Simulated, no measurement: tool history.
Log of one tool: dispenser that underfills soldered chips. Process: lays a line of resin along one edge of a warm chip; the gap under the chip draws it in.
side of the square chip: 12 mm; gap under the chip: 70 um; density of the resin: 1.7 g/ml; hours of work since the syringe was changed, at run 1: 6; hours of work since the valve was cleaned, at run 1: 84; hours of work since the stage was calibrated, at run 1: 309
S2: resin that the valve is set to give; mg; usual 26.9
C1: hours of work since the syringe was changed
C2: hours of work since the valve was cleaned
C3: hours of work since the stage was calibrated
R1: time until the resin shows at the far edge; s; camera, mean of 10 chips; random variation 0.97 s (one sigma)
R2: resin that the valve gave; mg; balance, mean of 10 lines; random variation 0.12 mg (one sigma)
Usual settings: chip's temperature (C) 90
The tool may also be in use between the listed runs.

run 1 hour=0.0 | chip's_temperature_(C)=90 S2=26.9 | C1=6 C2=84 C3=309 | R1=126.0 R2=24.38
-- hour=3.2 new syringe of resin
run 2 hour=6.6 | chip's_temperature_(C)=90 S2=26.9 | C1=3 C2=89 C3=314 | R1=103.3 R2=24.60
-- hour=13.9 new syringe of resin
run 3 hour=14.5 | chip's_temperature_(C)=90 S2=26.9 | C1=0 C2=95 C3=320 | R1=94.4 R2=24.42
-- hour=24.2 new syringe of resin
run 4 hour=27.2 | chip's_temperature_(C)=90 S2=26.9 | C1=2 C2=104 C3=329 | R1=103.1 R2=24.12
run 5 hour=32.4 | chip's_temperature_(C)=83 S2=26.9 | C1=6 C2=108 C3=333 | R1=166.3 R2=23.79
-- hour=35.1 new syringe of resin
run 6 hour=43.1 | chip's_temperature_(C)=83 S2=26.9 | C1=6 C2=116 C3=341 | R1=169.0 R2=23.89
-- hour=46.4 new syringe of resin
-- hour=50.3 dispensing valve cleaned and set on the balance
run 7 hour=53.2 | chip's_temperature_(C)=84 S2=26.9 | C1=4 C2=2 C3=348 | R1=141.5 R2=26.70
-- hour=57.9 new syringe of resin
run 8 hour=59.3 | chip's_temperature_(C)=84 S2=26.9 | C1=1 C2=7 C3=352 | R1=119.2 R2=26.52
run 9 hour=66.0 | chip's_temperature_(C)=104 S2=26.9 | C1=6 C2=12 C3=357 | R1=75.5 R2=26.61
-- hour=68.7 new syringe of resin
run 10 hour=76.6 | chip's_temperature_(C)=104 S2=25.8 | C1=6 C2=19 C3=365 | R1=77.3 R2=25.19
-- hour=79.5 new syringe of resin
run 11 hour=87.1 | chip's_temperature_(C)=104 S2=25.8 | C1=6 C2=27 C3=372 | R1=74.1 R2=24.92
-- hour=90.3 new syringe of resin
run 12 hour=97.2 | chip's_temperature_(C)=104 S2=25.8 | C1=5 C2=34 C3=380 | R1=72.3 R2=24.72
-- hour=101.0 new syringe of resin
run 13 hour=103.0 | chip's_temperature_(C)=104 S2=25.8 | C1=2 C2=39 C3=384 | R1=56.6 R2=24.92
-- hour=112.0 new syringe of resin
run 14 hour=113.2 | chip's_temperature_(C)=98 S2=26.9 | C1=1 C2=46 C3=391 | R1=67.3 R2=25.69
-- hour=122.7 new syringe of resin
run 15 hour=123.5 | chip's_temperature_(C)=76 S2=26.9 | C1=1 C2=54 C3=399 | R1=154.5 R2=25.44
-- hour=133.7 new syringe of resin
run 16 hour=133.9 | chip's_temperature_(C)=76 S2=26.9 | C1=0 C2=61 C3=407 | R1=149.3 R2=25.32
run 17 hour=139.2 | chip's_temperature_(C)=76 S2=26.9 | C1=4 C2=65 C3=411 | R1=192.1 R2=25.10
-- hour=144.1 new syringe of resin
run 18 hour=147.2 | chip's_temperature_(C)=76 S2=26.9 | C1=2 C2=71 C3=416 | R1=173.4 R2=24.97
-- hour=155.2 new syringe of resin
run 19 hour=158.4 | chip's_temperature_(C)=76 S2=26.5 | C1=2 C2=79 C3=425 | R1=172.2 R2=24.32
-- hour=165.5 new syringe of resin
run 20 hour=166.0 | chip's_temperature_(C)=86 S2=26.0 | C1=0 C2=85 C3=430 | R1=104.5 R2=23.60
run 21 hour=172.5 | chip's_temperature_(C)=86 S2=26.0 | C1=5 C2=90 C3=435 | R1=139.5 R2=23.55
-- hour=176.4 new syringe of resin
run 22 hour=181.5 | chip's_temperature_(C)=86 S2=23.0 | C1=4 C2=96 C3=442 | R1=131.8 R2=20.75
-- hour=187.2 new syringe of resin
run 23 hour=190.5 | chip's_temperature_(C)=99 S2=31.6 | C1=3 C2=103 C3=448 | R1=69.7 R2=28.07
-- hour=197.8 new syringe of resin
run 24 hour=198.7 | chip's_temperature_(C)=99 S2=31.3 | C1=1 C2=109 C3=454 | R1=64.5 R2=27.79
run 25 hour=206.2 | chip's_temperature_(C)=99 S2=31.3 | C1=6 C2=114 C3=460 | R1=90.9 R2=27.69
-- hour=208.3 new syringe of resin
run 26 hour=213.5 | chip's_temperature_(C)=76 S2=26.5 | C1=4 C2=120 C3=465 | R1=191.8 R2=23.34
-- hour=216.1 dispensing valve cleaned and set on the balance
-- hour=220.0 new syringe of resin
run 27 hour=224.5 | chip's_temperature_(C)=76 S2=26.5 | C1=3 C2=6 C3=472 | R1=179.5 R2=26.26
-- hour=230.3 new syringe of resin
run 28 hour=230.3 | chip's_temperature_(C)=90 S2=30.9 | C1=0 C2=10 C3=476 | R1=82.8 R2=30.63
-- hour=241.3 new syringe of resin
run 29 hour=241.3 | chip's_temperature_(C)=90 S2=30.9 | C1=0 C2=18 C3=485 | R1=83.1 R2=30.31
run 30 hour=248.6 | chip's_temperature_(C)=96 S2=26.9 | C1=5 C2=24 C3=490 | R1=94.9 R2=26.15
-- hour=251.7 new syringe of resin
run 31 hour=257.9 | chip's_temperature_(C)=97 S2=25.8 | C1=5 C2=31 C3=497 | R1=87.2 R2=25.09
-- hour=262.4 new syringe of resin
run 32 hour=270.9 | chip's_temperature_(C)=91 S2=28.5 | C1=6 C2=40 C3=506 | R1=119.4 R2=27.21
-- hour=273.8 new syringe of resin
-- hour=284.1 new syringe of resin
run 33 hour=284.1 | chip's_temperature_(C)=86 S2=31.3 | C1=0 C2=50 C3=516 | R1=96.9 R2=29.86
run 34 hour=291.4 | chip's_temperature_(C)=83 S2=26.9 | C1=6 C2=55 C3=521 | R1=156.3 R2=25.42
-- hour=294.4 new syringe of resin
-- hour=304.9 new syringe of resin
run 35 hour=304.9 | chip's_temperature_(C)=83 S2=26.9 | C1=0 C2=65 C3=531 | R1=112.9 R2=25.13

How the hidden state differs across the entries between the runs, from the last listed run before each to the first after it:
Between runs 1 and 2: new syringe of resin (hour 3.2)
  resin's viscosity, % of fresh resin's: 141.5 -> 116.3; dose that the valve gives, % of what is set: 91.54 -> 91.03; true chip temperature over the reading, C: 1.39 -> 1.41
  measured less the result without the state, R1: +33.6 -> +11.0 s; R2: -2.26 -> -2.42 mg
Between runs 2 and 3: new syringe of resin (hour 13.9)
  resin's viscosity, % of fresh resin's: 116.3 -> 105.4; dose that the valve gives, % of what is set: 91.03 -> 90.45; true chip temperature over the reading, C: 1.41 -> 1.43
  measured less the result without the state, R1: +11.0 -> +1.4 s; R2: -2.42 -> -2.57 mg
Between runs 3 and 4: new syringe of resin (hour 24.2)
  resin's viscosity, % of fresh resin's: 105.4 -> 114.8; dose that the valve gives, % of what is set: 90.45 -> 89.55; true chip temperature over the reading, C: 1.43 -> 1.48
  measured less the result without the state, R1: +1.4 -> +10.0 s; R2: -2.57 -> -2.81 mg
Between runs 5 and 6: new syringe of resin (hour 35.1)
  resin's viscosity, % of fresh resin's: 145.3 -> 145.7; dose that the valve gives, % of what is set: 89.13 -> 88.35; true chip temperature over the reading, C: 1.5 -> 1.53
  measured less the result without the state, R1: +47.4 -> +48.5 s; R2: -2.90 -> -3.15 mg
Between runs 6 and 7: new syringe of resin (hour 46.4); dispensing valve cleaned and set on the balance (hour 50.3)
  resin's viscosity, % of fresh resin's: 145.7 -> 130.2; dose that the valve gives, % of what is set: 88.35 -> 99.53; true chip temperature over the reading, C: 1.53 -> 1.56
  measured less the result without the state, R1: +48.5 -> +26.0 s; R2: -3.15 -> -0.13 mg
Between runs 7 and 8: new syringe of resin (hour 57.9)
  resin's viscosity, % of fresh resin's: 130.2 -> 107.5; dose that the valve gives, % of what is set: 99.53 -> 99.08; true chip temperature over the reading, C: 1.56 -> 1.58
  measured less the result without the state, R1: +26.0 -> +1.4 s; R2: -0.13 -> -0.25 mg
Between runs 9 and 10: new syringe of resin (hour 68.7)
  resin's viscosity, % of fresh resin's: 145.2 -> 145.4; dose that the valve gives, % of what is set: 98.58 -> 97.81; true chip temperature over the reading, C: 1.6 -> 1.63
  measured less the result without the state, R1: +20.7 -> +21.3 s; R2: -0.38 -> -0.57 mg
Between runs 10 and 11: new syringe of resin (hour 79.5)
  resin's viscosity, % of fresh resin's: 145.4 -> 138.8; dose that the valve gives, % of what is set: 97.81 -> 97.04; true chip temperature over the reading, C: 1.63 -> 1.66
  measured less the result without the state, R1: +21.3 -> +17.9 s; R2: -0.57 -> -0.76 mg
Between runs 11 and 12: new syringe of resin (hour 90.3)
  resin's viscosity, % of fresh resin's: 138.8 -> 136.8; dose that the valve gives, % of what is set: 97.04 -> 96.3; true chip temperature over the reading, C: 1.66 -> 1.7
  measured less the result without the state, R1: +17.9 -> +16.6 s; R2: -0.76 -> -0.95 mg
Between runs 12 and 13: new syringe of resin (hour 101.0)
  resin's viscosity, % of fresh resin's: 136.8 -> 108.7; dose that the valve gives, % of what is set: 96.3 -> 95.88; true chip temperature over the reading, C: 1.7 -> 1.72
  measured less the result without the state, R1: +16.6 -> +1.7 s; R2: -0.95 -> -1.06 mg
Between runs 13 and 14: new syringe of resin (hour 112.0)
  resin's viscosity, % of fresh resin's: 108.7 -> 106.3; dose that the valve gives, % of what is set: 95.88 -> 95.07; true chip temperature over the reading, C: 1.72 -> 1.76
  measured less the result without the state, R1: +1.7 -> +0.3 s; R2: -1.06 -> -1.33 mg
Between runs 14 and 15: new syringe of resin (hour 122.7)
  resin's viscosity, % of fresh resin's: 106.3 -> 103.5; dose that the valve gives, % of what is set: 95.07 -> 94.32; true chip temperature over the reading, C: 1.76 -> 1.79
  measured less the result without the state, R1: +0.3 -> -4.7 s; R2: -1.33 -> -1.53 mg
Between runs 15 and 16: new syringe of resin (hour 133.7)
  resin's viscosity, % of fresh resin's: 103.5 -> 101.1; dose that the valve gives, % of what is set: 94.32 -> 93.54; true chip temperature over the reading, C: 1.79 -> 1.82
  measured less the result without the state, R1: -4.7 -> -8.1 s; R2: -1.53 -> -1.74 mg
Between runs 17 and 18: new syringe of resin (hour 144.1)
  resin's viscosity, % of fresh resin's: 128.4 -> 114.8; dose that the valve gives, % of what is set: 93.17 -> 92.61; true chip temperature over the reading, C: 1.84 -> 1.87
  measured less the result without the state, R1: +32.5 -> +12.3 s; R2: -1.84 -> -1.99 mg
Between runs 18 and 19: new syringe of resin (hour 155.2)
  resin's viscosity, % of fresh resin's: 114.8 -> 115.3; dose that the valve gives, % of what is set: 92.61 -> 91.78; true chip temperature over the reading, C: 1.87 -> 1.91
  measured less the result without the state, R1: +12.3 -> +13.1 s; R2: -1.99 -> -2.17 mg
Between runs 19 and 20: new syringe of resin (hour 165.5)
  resin's viscosity, % of fresh resin's: 115.3 -> 101.5; dose that the valve gives, % of what is set: 91.78 -> 91.24; true chip temperature over the reading, C: 1.91 -> 1.93
  measured less the result without the state, R1: +13.1 -> -4.5 s; R2: -2.17 -> -2.27 mg
Between runs 21 and 22: new syringe of resin (hour 176.4)
  resin's viscosity, % of fresh resin's: 136.2 -> 126; dose that the valve gives, % of what is set: 90.74 -> 90.08; true chip temperature over the reading, C: 1.95 -> 1.98
  measured less the result without the state, R1: +31.1 -> +22.6 s; R2: -2.41 -> -2.28 mg
Between runs 22 and 23: new syringe of resin (hour 187.2)
  resin's viscosity, % of fresh resin's: 126 -> 116.1; dose that the valve gives, % of what is set: 90.08 -> 89.44; true chip temperature over the reading, C: 1.98 -> 2.02
  measured less the result without the state, R1: +22.6 -> +5.6 s; R2: -2.28 -> -3.32 mg
Between runs 23 and 24: new syringe of resin (hour 197.8)
  resin's viscosity, % of fresh resin's: 116.1 -> 105.3; dose that the valve gives, % of what is set: 89.44 -> 88.85; true chip temperature over the reading, C: 2.02 -> 2.05
  measured less the result without the state, R1: +5.6 -> -0.8 s; R2: -3.32 -> -3.50 mg
Between runs 25 and 26: new syringe of resin (hour 208.3)
  resin's viscosity, % of fresh resin's: 147.9 -> 127.8; dose that the valve gives, % of what is set: 88.29 -> 87.78; true chip temperature over the reading, C: 2.07 -> 2.09
  measured less the result without the state, R1: +25.4 -> +32.4 s; R2: -3.66 -> -3.24 mg
Between runs 26 and 27: dispensing valve cleaned and set on the balance (hour 216.1); new syringe of resin (hour 220.0)
  resin's viscosity, % of fresh resin's: 127.8 -> 121.5; dose that the valve gives, % of what is set: 87.78 -> 99.27; true chip temperature over the reading, C: 2.09 -> 2.13
  measured less the result without the state, R1: +32.4 -> +18.5 s; R2: -3.24 -> -0.19 mg
Between runs 27 and 28: new syringe of resin (hour 230.3)
  resin's viscosity, % of fresh resin's: 121.5 -> 98; dose that the valve gives, % of what is set: 99.27 -> 98.9; true chip temperature over the reading, C: 2.13 -> 2.15
  measured less the result without the state, R1: +18.5 -> -8.8 s; R2: -0.19 -> -0.34 mg
Between runs 28 and 29: new syringe of resin (hour 241.3)
  resin's viscosity, % of fresh resin's: 98 -> 99.7; dose that the valve gives, % of what is set: 98.9 -> 98.16; true chip temperature over the reading, C: 2.15 -> 2.18
  measured less the result without the state, R1: -8.8 -> -7.4 s; R2: -0.34 -> -0.57 mg
Between runs 30 and 31: new syringe of resin (hour 251.7)
  resin's viscosity, % of fresh resin's: 138.4 -> 132.6; dose that the valve gives, % of what is set: 97.66 -> 96.96; true chip temperature over the reading, C: 2.21 -> 2.24
  measured less the result without the state, R1: +20.8 -> +16.2 s; R2: -0.63 -> -0.78 mg
Between runs 31 and 32: new syringe of resin (hour 262.4)
  resin's viscosity, % of fresh resin's: 132.6 -> 146.5; dose that the valve gives, % of what is set: 96.96 -> 95.92; true chip temperature over the reading, C: 2.24 -> 2.28
  measured less the result without the state, R1: +16.2 -> +31.2 s; R2: -0.78 -> -1.16 mg
Between runs 32 and 33: new syringe of resin (hour 273.8); new syringe of resin (hour 284.1)
  resin's viscosity, % of fresh resin's: 146.5 -> 99.9; dose that the valve gives, % of what is set: 95.92 -> 95.05; true chip temperature over the reading, C: 2.28 -> 2.33
  measured less the result without the state, R1: +31.2 -> -8.8 s; R2: -1.16 -> -1.56 mg
Between runs 34 and 35: new syringe of resin (hour 294.4); new syringe of resin (hour 304.9)
  resin's viscosity, % of fresh resin's: 138.9 -> 99.8; dose that the valve gives, % of what is set: 94.46 -> 93.57; true chip temperature over the reading, C: 2.35 -> 2.39
  measured less the result without the state, R1: +33.8 -> -10.1 s; R2: -1.49 -> -1.73 mg
